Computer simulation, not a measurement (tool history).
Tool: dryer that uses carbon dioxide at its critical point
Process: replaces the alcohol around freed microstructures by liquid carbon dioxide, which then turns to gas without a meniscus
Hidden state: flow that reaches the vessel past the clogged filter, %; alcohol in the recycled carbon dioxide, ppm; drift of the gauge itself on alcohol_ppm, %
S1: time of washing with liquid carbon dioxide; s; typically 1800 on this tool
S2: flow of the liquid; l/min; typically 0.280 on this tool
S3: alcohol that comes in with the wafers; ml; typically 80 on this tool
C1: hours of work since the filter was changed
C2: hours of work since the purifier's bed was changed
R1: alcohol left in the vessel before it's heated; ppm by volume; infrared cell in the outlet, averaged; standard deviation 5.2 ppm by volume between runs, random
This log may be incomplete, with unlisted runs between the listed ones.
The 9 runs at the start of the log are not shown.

| run | hour | S1 | S2 | S3 | C1 | C2 | R1 |
|---|---|---|---|---|---|---|---|
| 10 | 272.1 | 2880 | 0.280 | 92 | 431 | 431 | 41 |
| 11 | 312.7 | 1800 | 0.280 | 94 | 451 | 451 | 232 |
| 12 | 348.4 | 1800 | 0.418 | 94 | 469 | 469 | 38 |
| 13 | 390.2 | 1800 | 0.288 | 80 | 490 | 490 | 181 |
| 14 | 409.4 | 1800 | 0.288 | 80 | 500 | 500 | 178 |
| 15 | 432.7 | 1800 | 0.297 | 80 | 511 | 511 | 158 |
| 16 | 475.9 | 1800 | 0.297 | 80 | 533 | 533 | 161 |
|  | 480.8 | inlet filter changed |
| 17 | 510.3 | 2220 | 0.294 | 28 | 15 | 550 | 49 |
| 18 | 545.2 | 2220 | 0.294 | 28 | 32 | 567 | 51 |
| 19 | 589.0 | 2220 | 0.294 | 28 | 54 | 589 | 47 |
| 20 | 622.3 | 1080 | 0.209 | 80 | 71 | 606 | 4520 |
| 21 | 649.9 | 1860 | 0.192 | 80 | 85 | 619 | 894 |
| 22 | 676.8 | 2520 | 0.212 | 28 | 98 | 633 | 89 |
| 23 | 718.4 | 1800 | 0.187 | 80 | 119 | 654 | 1196 |
| 24 | 753.8 | 2400 | 0.315 | 69 | 136 | 671 | 56 |
| 25 | 788.5 | 2400 | 0.315 | 69 | 154 | 689 | 55 |
| 26 | 824.6 | 1800 | 0.421 | 69 | 172 | 707 | 57 |
| 27 | 862.4 | 2040 | 0.398 | 80 | 191 | 726 | 68 |
| 28 | 902.2 | 2040 | 0.398 | 80 | 211 | 746 | 65 |
| 29 | 949.3 | 1380 | 0.280 | 58 | 234 | 769 | 478 |
| 30 | 991.5 | 2340 | 0.382 | 36 | 255 | 790 | 66 |
| 31 | 1015.0 | 1440 | 0.208 | 21 | 267 | 802 | 573 |

Consider 5 possible next runs. They are alternatives, not a sequence: every one starts from the tool as it was left by run 31. What does each give?
| A | 1034.0 | 2160 | 0.305 | 21 | 277 | 811 | ? |
| B | 1034.0 | 1200 | 0.388 | 80 | 277 | 811 | ? |
| C | 1034.0 | 1860 | 0.280 | 80 | 277 | 811 | ? |
| D | 1034.0 | 1440 | 0.342 | 21 | 277 | 811 | ? |
| E | 1034.0 | 2160 | 0.284 | 30 | 277 | 811 | ? |

| run | R1 |
|---|---|
| A | 70 |
| B | 246 |
| C | 178 |
| D | 94 |
| E | 80 |
The same runs, with their run-to-run variation unchanged, on a tool lacking any hidden condition would have given:
| run | R1 |
|---|---|
| A | 8 |
| B | 137 |
| C | 86 |
| D | 25 |
| E | 17 |
